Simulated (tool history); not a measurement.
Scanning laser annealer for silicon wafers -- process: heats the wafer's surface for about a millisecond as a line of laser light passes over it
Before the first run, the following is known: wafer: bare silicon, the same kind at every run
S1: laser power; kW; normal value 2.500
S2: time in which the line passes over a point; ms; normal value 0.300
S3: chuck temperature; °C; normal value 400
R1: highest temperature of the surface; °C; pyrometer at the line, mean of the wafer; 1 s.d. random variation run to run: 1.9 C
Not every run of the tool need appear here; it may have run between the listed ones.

run	hour	S1	S2	S3	R1
1	0.0	2.500	0.300	400	1181
2	5.2	2.500	0.300	380	1158
3	9.8	2.500	0.300	380	1161
4	15.4	2.500	0.300	420	1199
5	22.7	2.500	0.300	420	1201
6	28.3	2.500	0.300	381	1161
7	36.7	2.496	0.300	400	1178
8	43.3	2.373	0.247	394	1067
9	49.4	2.500	0.216	437	1103
10	53.6	2.601	0.352	391	1264
11	60.6	2.500	0.300	436	1215
12	67.1	2.473	0.300	379	1145
13	71.4	2.473	0.300	379	1145

Each row is a separate what-if for the run after 13, all from the same tool condition, not one after another. Results?
A	75.8	2.746	0.300	395	?
B	75.8	2.354	0.231	371	?
C	75.8	2.500	0.291	400	?
D	75.8	2.500	0.215	400	?

run	R1
A	1247
B	1015
C	1164
D	1063
With the hidden condition removed and each run's random variation left untouched, the same runs would have given:
run	R1
A	1315
B	1067
C	1225
D	1116
